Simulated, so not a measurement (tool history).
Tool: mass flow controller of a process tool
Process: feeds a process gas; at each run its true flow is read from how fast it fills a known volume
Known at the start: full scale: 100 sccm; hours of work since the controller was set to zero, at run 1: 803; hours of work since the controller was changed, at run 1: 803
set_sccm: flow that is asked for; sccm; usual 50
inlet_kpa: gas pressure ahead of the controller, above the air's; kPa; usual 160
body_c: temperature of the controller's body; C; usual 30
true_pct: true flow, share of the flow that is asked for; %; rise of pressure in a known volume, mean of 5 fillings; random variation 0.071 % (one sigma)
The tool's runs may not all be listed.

run     hour  set_sccm  inlet_kpa  body_c  hours of work since the controller was set to zero  hours of work since the controller was changed  true_pct
  1      0.0        50        160      30                                                 803                                             803     99.46
  2    245.7        50        160      30                                                 886                                             886     99.52
  3    685.1        50        160      30                                                1035                                            1035     99.45
  4    935.6        50        160      30                                                1120                                            1120     99.48
  5   1257.5        50        160      23                                                1229                                            1229     98.64
  6   1476.2        50        160      23                                                1304                                            1304     98.73
  7   1971.3        50        160      23                                                1472                                            1472     98.65
  8   2453.7        50        160      23                                                1635                                            1635     98.67
  9   2818.1        50        160      23                                                1759                                            1759     98.56
 10   3273.3        50        160      23                                                1914                                            1914     98.66
 11   3626.5        16        160      23                                                2034                                            2034     96.44
 12   3868.8        16        258      23                                                2116                                            2116     95.76
 13   4314.8        50        160      30                                                2267                                            2267     99.35
 14   4769.7        50        160      30                                                2422                                            2422     99.37
 15   4976.1        50        160      30                                                2492                                            2492     99.40
 16   5297.3        50        238      30                                                2601                                            2601     99.02
 17   5602.5        50        238      21                                                2704                                            2704     97.89
 18   5852.9        50        160      26                                                2789                                            2789     98.88
 19   6280.6        50        160      26                                                2934                                            2934     98.79
 20   6516.2        50        160      29                                                3014                                            3014     99.17
 21   6728.9        50        160      29                                                3087                                            3087     99.08
 22   7105.1        50        160      22                                                3214                                            3214     98.24
 23   7605.4        50        160      22                                                3384                                            3384     98.28
 24   7982.0        86        160      30                                                3512                                            3512    100.48
 25   8284.3        50        160      33                                                3614                                            3614     99.45
 26   8708.4        50        160      33                                                3758                                            3758     99.59
 27   9047.3        16        239      25                                                3873                                            3873     94.75
 28   9282.6        84        259      24                                                3953                                            3953     99.13
 29   9783.0        40        197      25                                                4123                                            4123     97.82
 30  10265.7        31        207      26                                                4287                                            4287     97.11
 31  10582.2        37        160      35                                                4394                                            4394     98.82
 32  10834.9        37        160      35                                                4480                                            4480     98.76
 33  11156.3        27        200      35                                                4589                                            4589     97.77
 34  11559.3        11        202      38                                                4726                                            4726     93.70
 35  11800.3        18        160      30                                                4808                                            4808     95.63
 36  12241.2        50        160      36                                                4957                                            4957     99.61
 37  12565.4        52        217      23                                                5068                                            5068     98.02
 38  13013.3        50        233      30                                                5220                                            5220     98.57
 39  13471.7        50        233      30                                                5375                                            5375     98.55
 40  13706.4        74        251      30                                                5455                                            5455     99.71
 41  14071.1        74        251      30                                                5579                                            5579     99.76
 42  14393.5        74        251      30                                                5688                                            5688     99.56
 43  14742.5        12        160      30                                                5806                                            5806     92.31
 44  14948.6        21        225      23                                                5876                                            5876     94.57
 45  15287.1        25        175      23                                                5991                                            5991     95.42
 46  15563.6        25        175      23                                                6085                                            6085     95.51
 47  15957.1        21        239      33                                                6219                                            6219     95.41
 48  16367.8        38        188      25                                                6358                                            6358     97.03

Forecast each of these 3 alternatives for the next run:
  A  16808.3        17        188      28                                                6508                                            6508         ?
  B  16808.3        38        188      39                                                6508                                            6508         ?
  C  16808.3        32        186      30                                                6508                                            6508         ?

run  true_pct
  A     93.80
  B     98.80
  C     97.06
Without the tool's hidden state the same runs would have given:
run  true_pct
  A     98.47
  B    100.25
  C     99.00
